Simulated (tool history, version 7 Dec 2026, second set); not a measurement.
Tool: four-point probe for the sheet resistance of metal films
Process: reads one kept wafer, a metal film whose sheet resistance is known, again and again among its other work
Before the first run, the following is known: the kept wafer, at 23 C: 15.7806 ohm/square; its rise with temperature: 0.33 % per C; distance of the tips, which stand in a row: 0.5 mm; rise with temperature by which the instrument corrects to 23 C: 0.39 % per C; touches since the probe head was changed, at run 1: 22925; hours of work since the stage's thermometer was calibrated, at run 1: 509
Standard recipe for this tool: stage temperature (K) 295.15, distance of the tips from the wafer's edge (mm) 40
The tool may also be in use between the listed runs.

run	hour	stage temperature (K)	distance of the tips from the wafer's edge (mm)	touches since the probe head was changed	hours of work since the stage's thermometer was calibrated	sheet resistance as the instrument gives it (ohm/square)
1	0	295.15	40	22925	509	15.800388
2	9.9	295.15	40	23204	516	15.800309
3	19	301.15	40	23456	523	15.736885
4	31.2	301.15	40	23799	532	15.731579
5	48.5	295.15	56	24283	544	15.793037
6	66.6	295.15	56	24788	557	15.79577
7	85.7	295.15	40	25323	571	15.794312
8	94.1	295.15	40	25557	577	15.795607
9	106.2	299.15	40	25895	586	15.750894
10	123.7	299.15	40	26386	599	15.754226
11	134.8	295.15	40	26695	606	15.790545
12	153.8	295.15	40	27226	620	15.792025
13	168.5	295.15	40	27639	631	15.789673
14	181	295.15	40	27988	640	15.788155
15	195.1	295.15	40	28383	650	15.790328
16	206	295.15	40	28689	658	15.79174
17	220	295.15	40	29080	668	15.786982
18	231.7	295.15	40	29407	677	15.789545
19	240.5	295.15	40	29654	683	15.789659
20	249.3	295.15	40	29899	689	15.790213
21	264.1	295.15	40	30313	700	15.784534
22	282	295.15	40	30815	713	15.786403
23	297	295.15	40	31234	724	15.785451
24	310.7	295.15	40	31617	734	15.781481
25	325.1	305.15	6	32019	744	15.748226
26	334.5	305.15	6	32283	751	15.733455
27	343.6	295.15	4	32538	757	15.911378
28	356.8	291.15	18	32906	767	15.828736
29	375.2	292.15	15	33419	780	15.822765
30	385.8	292.15	15	33718	788	15.81918
31	397	292.15	15	34031	796	15.8212
32	407.9	308.15	27	34337	804	15.655109
33	420.8	299.15	27	34696	813	15.738608
34	437.2	299.15	27	35156	825	15.741009
35	454.6	303.15	31	35642	838	15.699907
36	464.8	303.15	31	35928	845	15.698571
37	476.6	297.15	3	36256	854	15.982238
38	485.8	297.15	31	36515	860	15.756619
39	497.3	301.15	9	36837	869	15.739035
40	516.6	295.15	53	37375	883	15.771496
41	532.4	308.15	53	37819	894	15.651166
42	544.6	308.15	53	38160	903	15.653748
43	559.3	294.15	69	38570	913	15.78479
44	577.8	301.15	64	39088	927	15.710515
45	589.2	295.15	39	39406	935	15.776321
46	604.5	303.15	40	39835	946	15.689842

Forecast each of these 3 alternatives for the next run:
A	614	294.15	40	40101	953	?
B	614	295.15	4	40101	953	?
C	614	306.15	34	40101	953	?

run	sheet resistance as the instrument gives it (ohm/square)
A	15.779567
B	15.90536
C	15.666836
Take away the tool's hidden state, keep each run's random variation, and the runs would have read:
run	sheet resistance as the instrument gives it (ohm/square)
A	15.801646
B	15.927563
C	15.688228

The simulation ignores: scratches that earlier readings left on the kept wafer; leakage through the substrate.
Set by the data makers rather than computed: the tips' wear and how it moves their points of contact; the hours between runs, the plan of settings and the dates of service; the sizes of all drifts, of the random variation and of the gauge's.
